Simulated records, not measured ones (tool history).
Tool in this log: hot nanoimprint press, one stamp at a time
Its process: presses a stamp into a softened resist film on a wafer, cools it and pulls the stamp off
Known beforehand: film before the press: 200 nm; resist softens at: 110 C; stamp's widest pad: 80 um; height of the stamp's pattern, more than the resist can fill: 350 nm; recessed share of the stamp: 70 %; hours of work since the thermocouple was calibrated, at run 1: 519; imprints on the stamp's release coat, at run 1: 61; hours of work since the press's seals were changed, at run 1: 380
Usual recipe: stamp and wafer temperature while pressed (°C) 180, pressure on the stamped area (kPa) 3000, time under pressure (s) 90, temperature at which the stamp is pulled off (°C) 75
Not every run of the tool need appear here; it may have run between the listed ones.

run     day  stamp and wafer temperature while pressed (°C)  pressure on the stamped area (kPa)  time under pressure (s)  temperature at which the stamp is pulled off (°C)  hours of work since the thermocouple was calibrated  imprints on the stamp's release coat  hours of work since the press's seals were changed  resist left under the stamp's widest pad (nm)  greatest force while the stamp is pulled off (N)
  1   0.000                                             180                                3000                       90                                                 75                                                  519                                    61                                                 380                                          117.0                                               201
      3.750  -- plate thermocouple calibrated
  2   3.750                                             180                                3000                       90                                                 75                                                    0                                   430                                                 436                                          115.1                                               212
  3   5.492                                             180                                3000                       90                                                 77                                                   27                                   607                                                 463                                          115.3                                               215
      6.046  -- stamp cleaned and given a new release coat
  4   7.425                                             180                                3000                       90                                                 77                                                   52                                   140                                                 488                                          116.1                                               201
  5  11.142                                             180                                3000                       90                                                 77                                                  110                                   518                                                 545                                          115.8                                               212
     12.408  -- stamp cleaned and given a new release coat
  6  13.075                                             180                                3000                      121                                                 77                                                  135                                    67                                                 571                                          106.5                                               195
  7  14.829                                             180                                3000                      121                                                 77                                                  162                                   246                                                 598                                          106.2                                               205
  8  18.404                                             190                                3000                       48                                                 62                                                  217                                   610                                                 653                                          100.6                                               249
     18.942  -- stamp cleaned and given a new release coat
  9  21.579                                             190                                3000                       48                                                 62                                                  262                                   268                                                 698                                          100.3                                               233
 10  24.346                                             180                                2080                       97                                                 72                                                  304                                   550                                                 740                                          134.1                                               224
     25.296  -- stamp cleaned and given a new release coat
 11  27.675                                             180                                2080                       97                                                 72                                                  352                                   242                                                 787                                          135.9                                               209
 12  31.342                                             180                                2310                      128                                                 75                                                  408                                   615                                                 844                                          120.9                                               222
     31.842  -- stamp cleaned and given a new release coat
 13  33.308                                             190                                3690                      161                                                 75                                                  434                                   149                                                 870                                           60.3                                               202
 14  35.725                                             177                                3000                       90                                                 75                                                  471                                   395                                                 907                                          134.6                                               211

For each run, the measured value with the value that run would have given without the tool's hidden condition subtracted. The run-to-run variation is shared by both, the gauge scatter possibly not:
What the log doesn't record here: true temperature over the reading, C; pressure that arrives at the usual setting, %; grip of the stamp's worn release coat, % over a new coat's; drift of the gauge itself on residual_nm, %; drift of the gauge itself on pull_off_n, %.
run  resist left under the stamp's widest pad (nm)  greatest force while the stamp is pulled off (N)
  1                                           +3.5                                                +3
  2                                           +1.9                                               +17
  3                                           +2.1                                               +23
  4                                           +2.4                                                +6
  5                                           +3.0                                               +20
  6                                           +3.2                                                +3
  7                                           +3.6                                               +11
  8                                           +3.8                                               +28
  9                                           +4.2                                               +13
 10                                           +4.5                                               +23
 11                                           +5.0                                               +11
 12                                           +5.8                                               +26
 13                                           +4.4                                                +8
 14                                           +7.3                                               +17
